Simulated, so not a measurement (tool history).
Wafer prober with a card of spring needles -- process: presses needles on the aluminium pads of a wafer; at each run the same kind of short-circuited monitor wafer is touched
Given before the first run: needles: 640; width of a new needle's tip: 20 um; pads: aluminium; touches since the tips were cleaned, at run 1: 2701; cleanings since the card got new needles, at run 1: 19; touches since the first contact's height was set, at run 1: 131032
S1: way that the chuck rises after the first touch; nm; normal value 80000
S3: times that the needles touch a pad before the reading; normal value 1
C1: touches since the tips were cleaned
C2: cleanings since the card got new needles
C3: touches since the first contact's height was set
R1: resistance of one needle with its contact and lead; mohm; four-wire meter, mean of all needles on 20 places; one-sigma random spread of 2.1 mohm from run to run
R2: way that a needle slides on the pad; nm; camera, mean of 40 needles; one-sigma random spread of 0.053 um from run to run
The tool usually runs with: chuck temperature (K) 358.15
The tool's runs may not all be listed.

run 1 hour=0 | S1=80000 chuck_temperature_(K)=358.15 S3=1 | C1=2701 C2=19 C3=131032 | R1=256 R2=21370
-- hour=8.8 tips cleaned on abrasive film
-- hour=26 tips cleaned on abrasive film
run 2 hour=36.5 | S1=80000 chuck_temperature_(K)=358.15 S3=1 | C1=3900 C2=21 C3=144587 | R1=269 R2=21340
-- hour=44 tips cleaned on abrasive film
-- hour=60.2 tips cleaned on abrasive film
run 3 hour=60.2 | S1=80000 chuck_temperature_(K)=358.15 S3=2 | C1=0 C2=23 C3=153376 | R1=235 R2=21290
-- hour=77.5 tips cleaned on abrasive film
run 4 hour=89.1 | S1=80000 chuck_temperature_(K)=358.15 S3=2 | C1=4335 C2=24 C3=164138 | R1=252 R2=21320
-- hour=93.4 tips cleaned on abrasive film
-- hour=109.6 tips cleaned on abrasive film
run 5 hour=109.7 | S1=80000 chuck_temperature_(K)=358.15 S3=2 | C1=17 C2=26 C3=171776 | R1=232 R2=21250
-- hour=126.3 tips cleaned on abrasive film
-- hour=142.9 tips cleaned on abrasive film
run 6 hour=148.8 | S1=80000 chuck_temperature_(K)=358.15 S3=2 | C1=2234 C2=28 C3=186342 | R1=245 R2=21290
-- hour=159.6 tips cleaned on abrasive film
run 7 hour=170 | S1=80000 chuck_temperature_(K)=358.15 S3=2 | C1=3893 C2=29 C3=194213 | R1=259 R2=21220
-- hour=175.3 tips cleaned on abrasive film
-- hour=188.7 height of the first contact set anew
-- hour=192.4 tips cleaned on abrasive film
-- hour=207.8 tips cleaned on abrasive film
run 8 hour=207.8 | S1=80000 chuck_temperature_(K)=358.15 S3=2 | C1=0 C2=32 C3=7047 | R1=231 R2=21060
-- hour=224.4 tips cleaned on abrasive film
run 9 hour=237.2 | S1=80000 chuck_temperature_(K)=358.15 S3=2 | C1=4777 C2=33 C3=18018 | R1=254 R2=20960
-- hour=240.3 tips cleaned on abrasive film
-- hour=257.8 tips cleaned on abrasive film
run 10 hour=266.4 | S1=80000 chuck_temperature_(K)=358.15 S3=2 | C1=3235 C2=35 C3=28863 | R1=251 R2=20980
-- hour=274.1 tips cleaned on abrasive film
-- hour=292.6 tips cleaned on abrasive film
run 11 hour=298.2 | S1=80000 chuck_temperature_(K)=358.15 S3=2 | C1=2080 C2=37 C3=40669 | R1=249 R2=21050
-- hour=308.4 tips cleaned on abrasive film
run 12 hour=319.1 | S1=73000 chuck_temperature_(K)=358.15 S3=1 | C1=3992 C2=38 C3=48428 | R1=270 R2=19100
-- hour=324 tips cleaned on abrasive film
-- hour=341 tips cleaned on abrasive film
-- hour=356.4 tips cleaned on abrasive film
run 13 hour=361.2 | S1=73000 chuck_temperature_(K)=358.15 S3=1 | C1=1796 C2=41 C3=64088 | R1=262 R2=18970
-- hour=372.9 tips cleaned on abrasive film
-- hour=383.2 height of the first contact set anew, once more
-- hour=391.7 tips cleaned on abrasive film
run 14 hour=403.2 | S1=80000 chuck_temperature_(K)=358.15 S3=2 | C1=4318 C2=43 C3=7468 | R1=253 R2=21630
-- hour=407.2 tips cleaned on abrasive film
-- hour=425.9 tips cleaned on abrasive film
-- hour=442.4 tips cleaned on abrasive film
run 15 hour=444.3 | S1=80000 chuck_temperature_(K)=358.15 S3=2 | C1=712 C2=46 C3=22695 | R1=238 R2=21670
-- hour=457.8 tips cleaned on abrasive film
run 16 hour=470.8 | S1=63000 chuck_temperature_(K)=358.15 S3=1 | C1=4856 C2=47 C3=32582 | R1=287 R2=17000
-- hour=476 tips cleaned on abrasive film
-- hour=493.6 tips cleaned on abrasive film
-- hour=511 tips cleaned on abrasive film
run 17 hour=511 | S1=82000 chuck_temperature_(K)=335.15 S3=2 | C1=0 C2=50 C3=47511 | R1=224 R2=22120
-- hour=529 tips cleaned on abrasive film
run 18 hour=544.1 | S1=82000 chuck_temperature_(K)=335.15 S3=2 | C1=5647 C2=51 C3=59837 | R1=248 R2=22130
-- hour=547.4 tips cleaned on abrasive film
-- hour=563.7 tips cleaned on abrasive film
run 19 hour=575.5 | S1=69000 chuck_temperature_(K)=310.15 S3=2 | C1=4403 C2=53 C3=71501 | R1=253 R2=18600
-- hour=579.4 tips cleaned on abrasive film
-- hour=597.8 tips cleaned on abrasive film
run 20 hour=602.2 | S1=69000 chuck_temperature_(K)=310.15 S3=2 | C1=1634 C2=55 C3=81402 | R1=244 R2=18520
-- hour=615.2 tips cleaned on abrasive film
-- hour=631.1 tips cleaned on abrasive film
run 21 hour=638.2 | S1=93000 chuck_temperature_(K)=331.15 S3=1 | C1=2647 C2=57 C3=94794 | R1=245 R2=24960
-- hour=646.6 tips cleaned on abrasive film
run 22 hour=656.9 | S1=87000 chuck_temperature_(K)=310.15 S3=1 | C1=3855 C2=58 C3=101736 | R1=254 R2=23410
-- hour=662.6 tips cleaned on abrasive film
-- hour=680.4 tips cleaned on abrasive film
run 23 hour=687.5 | S1=87000 chuck_temperature_(K)=310.15 S3=1 | C1=2668 C2=60 C3=113101 | R1=251 R2=23360
-- hour=697.2 tips cleaned on abrasive film
run 24 hour=711 | S1=83000 chuck_temperature_(K)=358.15 S3=2 | C1=5185 C2=61 C3=121863 | R1=251 R2=22190
-- hour=714.1 tips cleaned on abrasive film
-- hour=731.5 tips cleaned on abrasive film
run 25 hour=744.8 | S1=83000 chuck_temperature_(K)=386.15 S3=2 | C1=4974 C2=63 C3=134398 | R1=256 R2=22190
-- hour=747 tips cleaned on abrasive film
-- hour=763.8 tips cleaned on abrasive film
-- hour=781.9 tips cleaned on abrasive film
run 26 hour=784.8 | S1=68000 chuck_temperature_(K)=316.15 S3=2 | C1=1082 C2=66 C3=149262 | R1=237 R2=18030
-- hour=797.7 tips cleaned on abrasive film
-- hour=814.5 tips cleaned on abrasive film
run 27 hour=822.3 | S1=90000 chuck_temperature_(K)=346.15 S3=1 | C1=2908 C2=68 C3=163203 | R1=256 R2=23980
-- hour=831.6 tips cleaned on abrasive film
-- hour=847.4 tips cleaned on abrasive film
run 28 hour=859.5 | S1=90000 chuck_temperature_(K)=346.15 S3=1 | C1=4529 C2=70 C3=177026 | R1=263 R2=23960
-- hour=863.4 tips cleaned on abrasive film
-- hour=879.1 tips cleaned on abrasive film
run 29 hour=892 | S1=90000 chuck_temperature_(K)=346.15 S3=1 | C1=4823 C2=72 C3=189110 | R1=256 R2=24030
-- hour=894.7 tips cleaned on abrasive film
-- hour=910.2 tips cleaned on abrasive film
-- hour=925.9 tips cleaned on abrasive film
-- hour=926.2 height of the first contact set anew
run 30 hour=931 | S1=83000 chuck_temperature_(K)=298.15 S3=1 | C1=1779 C2=75 C3=1779 | R1=239 R2=22560

Predict each of these 3 candidate next runs independently; none follows another, all start after run 30:
-- hour=943.5 tips cleaned on abrasive film
-- hour=961 tips cleaned on abrasive film
run A hour=968.2 | S1=86000 chuck_temperature_(K)=298.15 S3=1 | C1=2689 C2=77 C3=15609 | R1=? R2=?
-- hour=943.5 tips cleaned on abrasive film
-- hour=961 tips cleaned on abrasive film
run B hour=968.2 | S1=80000 chuck_temperature_(K)=358.15 S3=1 | C1=2689 C2=77 C3=15609 | R1=? R2=?
-- hour=943.5 tips cleaned on abrasive film
-- hour=961 tips cleaned on abrasive film
run C hour=968.2 | S1=68000 chuck_temperature_(K)=397.15 S3=1 | C1=2689 C2=77 C3=15609 | R1=? R2=?

run=A R1=250 R2=23310
run=B R1=264 R2=21670
run=C R1=280 R2=18410
Without the tool's unlogged condition, the same runs would have read:
run=A R1=220 R2=23350
run=B R1=233 R2=21710
run=C R1=242 R2=18440

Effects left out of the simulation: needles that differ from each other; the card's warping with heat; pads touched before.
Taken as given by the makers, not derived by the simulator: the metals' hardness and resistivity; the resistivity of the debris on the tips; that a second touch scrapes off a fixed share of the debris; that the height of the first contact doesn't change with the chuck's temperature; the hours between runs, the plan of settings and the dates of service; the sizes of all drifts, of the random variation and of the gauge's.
